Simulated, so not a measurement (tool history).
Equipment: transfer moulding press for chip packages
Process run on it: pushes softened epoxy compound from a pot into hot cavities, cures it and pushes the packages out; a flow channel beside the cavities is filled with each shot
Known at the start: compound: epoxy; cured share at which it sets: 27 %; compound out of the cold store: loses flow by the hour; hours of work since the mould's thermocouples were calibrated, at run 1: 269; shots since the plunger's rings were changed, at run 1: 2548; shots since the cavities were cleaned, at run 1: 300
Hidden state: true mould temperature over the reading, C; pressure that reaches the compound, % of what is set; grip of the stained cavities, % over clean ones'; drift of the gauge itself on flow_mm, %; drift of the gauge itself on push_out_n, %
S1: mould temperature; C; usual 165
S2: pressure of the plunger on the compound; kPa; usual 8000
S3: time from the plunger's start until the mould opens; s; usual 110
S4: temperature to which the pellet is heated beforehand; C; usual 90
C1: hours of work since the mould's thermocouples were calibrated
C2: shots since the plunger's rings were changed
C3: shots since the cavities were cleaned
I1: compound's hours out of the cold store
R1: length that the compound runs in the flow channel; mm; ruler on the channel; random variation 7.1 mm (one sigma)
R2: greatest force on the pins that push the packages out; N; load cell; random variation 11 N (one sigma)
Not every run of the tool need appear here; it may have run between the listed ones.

run,hour,S1,S2,S3,S4,C1,C2,C3,I1,R1,R2
1,0,165,8000,110,90,269,2548,300,20.3,793,808
2,7.8,165,8000,110,90,274,2615,367,14.4,795,837
3,14.1,169,8000,110,90,277,2669,421,31.7,749,699
4,20.6,169,8000,110,90,281,2726,478,25.5,766,721
5,27.8,169,8000,110,90,285,2788,540,11.1,782,779
6,32.3,169,8000,110,90,288,2827,579,40.6,718,767
7,40.4,164,7390,125,83,292,2897,649,18.6,763,874
8,49.2,164,7390,125,83,297,2973,725,12.8,763,916
9,58.6,165,8000,104,91,302,3055,807,23.3,768,1173
10,64.7,165,8000,104,91,306,3107,859,45.1,731,1118
# hour 71.4: cavities cleaned with cleaning compound and waxed
11,72.2,165,8000,104,86,309,3159,7,8.3,797,654

What differs in the tool's unlogged condition from the final listed run ahead of each entry between runs to the first listed run following it?
Run 10 -> run 11: cavities cleaned with cleaning compound and waxed (hour 71.4)
  pressure that reaches the compound, % of what is set: 91.37 -> 91.24; grip of the stained cavities, % over clean ones': 87.3 -> 3.1
  the result without the hidden state subtracted from the measured one, R1: -31 -> -35 mm; R2: +552 -> +53 N
